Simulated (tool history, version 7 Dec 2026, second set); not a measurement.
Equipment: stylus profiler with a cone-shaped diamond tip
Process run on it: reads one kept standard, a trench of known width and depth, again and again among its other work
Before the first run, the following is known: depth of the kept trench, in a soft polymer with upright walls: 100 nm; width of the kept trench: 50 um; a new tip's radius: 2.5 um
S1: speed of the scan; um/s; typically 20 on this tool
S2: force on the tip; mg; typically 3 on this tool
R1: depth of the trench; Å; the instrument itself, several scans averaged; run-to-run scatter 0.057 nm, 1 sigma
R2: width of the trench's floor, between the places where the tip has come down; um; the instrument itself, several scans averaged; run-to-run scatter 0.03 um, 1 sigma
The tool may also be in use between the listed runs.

| run | day | S1 | S2 | R1 | R2 |
|---|---|---|---|---|---|
| 1 | 0 | 20 | 3 | 1012.2 | 48.32 |
| 2 | 1.138 | 20 | 3 | 1012.6 | 48.35 |
| 3 | 1.821 | 20 | 3 | 1011.7 | 48.33 |
| 4 | 2.529 | 20 | 3 | 1013 | 48.33 |
| 5 | 3.212 | 20 | 3 | 1012.5 | 48.32 |
| 6 | 4.158 | 20 | 3 | 1011.2 | 48.32 |
| 7 | 5.467 | 20 | 3 | 1013.1 | 48.34 |
| 8 | 6.688 | 20 | 3 | 1012.3 | 48.29 |
| 9 | 7.746 | 20 | 3 | 1012.7 | 48.34 |
| 10 | 8.504 | 20 | 6.99 | 1021.8 | 48.33 |
| 11 | 9.862 | 20 | 6.99 | 1021.2 | 48.33 |
| 12 | 10.454 | 5 | 3 | 1013.6 | 48.31 |
| 13 | 11.638 | 20 | 3 | 1012.3 | 48.3 |
| 14 | 12.896 | 20 | 3 | 1013.6 | 48.27 |
| 15 | 13.946 | 20 | 3 | 1013.2 | 48.22 |
| 16 | 15.275 | 20 | 3 | 1011.6 | 48.24 |
| 17 | 16.358 | 20 | 3 | 1013.3 | 48.2 |
| 18 | 17.158 | 20 | 3 | 1012.9 | 48.19 |
| 19 | 17.821 | 20 | 3 | 1013.5 | 48.17 |
| 20 | 18.821 | 11 | 3 | 1012.9 | 48.22 |
| 21 | 19.625 | 11 | 3 | 1014.1 | 48.24 |
| 22 | 20.967 | 11 | 3 | 1013.4 | 48.16 |
|  | 21.05 | height scale calibrated on a step standard |
| 23 | 22.167 | 20 | 4.26 | 1018 | 48.19 |
| 24 | 23.133 | 43 | 3.85 | 1017 | 48.16 |
| 25 | 23.888 | 43 | 2.55 | 1012.9 | 48.15 |
| 26 | 24.75 | 43 | 2.55 | 1013.2 | 48.23 |
| 27 | 26.192 | 39 | 1.93 | 1011.6 | 48.1 |
| 28 | 27.088 | 55 | 7.11 | 1023.5 | 48.1 |
| 29 | 28.117 | 7 | 1.42 | 1011.1 | 48.18 |
|  | 28.308 | height scale calibrated on a step standard, once more |
| 30 | 29.567 | 14 | 3 | 1011.3 | 48.21 |
| 31 | 31.008 | 14 | 3 | 1011.8 | 48.15 |
| 32 | 32.45 | 14 | 3 | 1010.9 | 48.15 |
| 33 | 33.129 | 7 | 3.4 | 1012.6 | 48.12 |
| 34 | 34.438 | 11 | 1.08 | 1007.2 | 48.05 |
| 35 | 35.225 | 61 | 7.55 | 1020.9 | 48.05 |
| 36 | 35.983 | 20 | 4.19 | 1014.3 | 48.13 |
| 37 | 36.904 | 20 | 4.19 | 1013.2 | 48.05 |
| 38 | 37.646 | 24 | 1.71 | 1008.7 | 48.04 |
| 39 | 38.396 | 24 | 1.71 | 1008 | 48.07 |
| 40 | 39.45 | 24 | 1.71 | 1007.7 | 48 |
| 41 | 40.342 | 8 | 1.93 | 1008.2 | 48.09 |
| 42 | 41.058 | 8 | 1.93 | 1008.5 | 48.09 |
| 43 | 42.296 | 17 | 7.4 | 1021 | 48.04 |
| 44 | 43.008 | 17 | 7.4 | 1021.1 | 48.07 |
| 45 | 44.121 | 17 | 7.4 | 1021.8 | 48.04 |

Predict each of these 3 candidate next runs independently; none follows another, all start after run 45:
| A | 44.875 | 20 | 4.09 | ? | ? |
| B | 44.875 | 31 | 2.83 | ? | ? |
| C | 44.875 | 23 | 1.26 | ? | ? |

| run | R1 | R2 |
|---|---|---|
| A | 1013.9 | 48.06 |
| B | 1011.3 | 47.99 |
| C | 1007 | 47.98 |
Had the tool no hidden state, the same runs would have come out as:
| run | R1 | R2 |
|---|---|---|
| A | 1013.3 | 48.6 |
| B | 1010.6 | 48.53 |
| C | 1006.4 | 48.52 |

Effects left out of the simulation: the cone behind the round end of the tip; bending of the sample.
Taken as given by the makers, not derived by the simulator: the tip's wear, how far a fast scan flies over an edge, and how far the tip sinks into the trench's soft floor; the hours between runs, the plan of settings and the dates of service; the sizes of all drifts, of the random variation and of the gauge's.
